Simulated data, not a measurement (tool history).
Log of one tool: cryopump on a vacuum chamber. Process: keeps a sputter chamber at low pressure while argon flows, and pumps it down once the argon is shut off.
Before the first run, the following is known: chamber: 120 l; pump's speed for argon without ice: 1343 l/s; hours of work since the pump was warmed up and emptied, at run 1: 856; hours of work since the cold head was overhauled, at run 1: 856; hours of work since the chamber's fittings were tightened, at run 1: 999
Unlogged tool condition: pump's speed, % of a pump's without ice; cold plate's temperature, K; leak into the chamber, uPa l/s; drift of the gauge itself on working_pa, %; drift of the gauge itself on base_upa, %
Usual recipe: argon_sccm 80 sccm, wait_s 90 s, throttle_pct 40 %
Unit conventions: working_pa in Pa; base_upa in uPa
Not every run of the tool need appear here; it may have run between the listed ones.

run	day	argon_sccm	wait_s	throttle_pct	hours of work since the pump was warmed up and emptied	hours of work since the cold head was overhauled	hours of work since the chamber's fittings were tightened	working_pa	base_upa
1	0.000	80	90	40	856	856	999	0.2691	1.91
# day 2.783: pump warmed up, emptied and cooled again
2	2.783	80	127	40	0	904	1048	0.2559	1.53
3	4.638	80	90	28	35	938	1082	0.3609	1.79
4	6.096	80	71	40	62	965	1109	0.2554	2.09
5	7.733	80	71	40	92	996	1140	0.2552	2.14
6	10.083	80	71	40	136	1040	1184	0.2580	2.19
7	12.192	80	71	40	175	1079	1223	0.2588	2.26
8	14.338	80	30	40	215	1119	1263	0.2573	3.87
# day 16.725: leaking fittings of the chamber tightened, without venting
9	16.867	80	30	40	261	1164	3	0.2574	3.10
10	18.971	80	92	40	300	1204	42	0.2604	1.16
11	20.662	80	92	40	332	1235	73	0.2602	1.22
12	21.996	80	92	40	356	1260	98	0.2588	1.24
13	24.121	41	45	19	396	1300	138	0.2769	2.33

Estimate the outcome of run 14 from the log above:
14	25.267	41	45	58	417	1321	159	?	?

Run 14 produced working_pa 0.0939 Pa, base_upa 2.26 uPa.
With the hidden condition absent and the run-to-run variation left alone, this run would have shown working_pa 0.0889 Pa, base_upa 2.11 uPa.
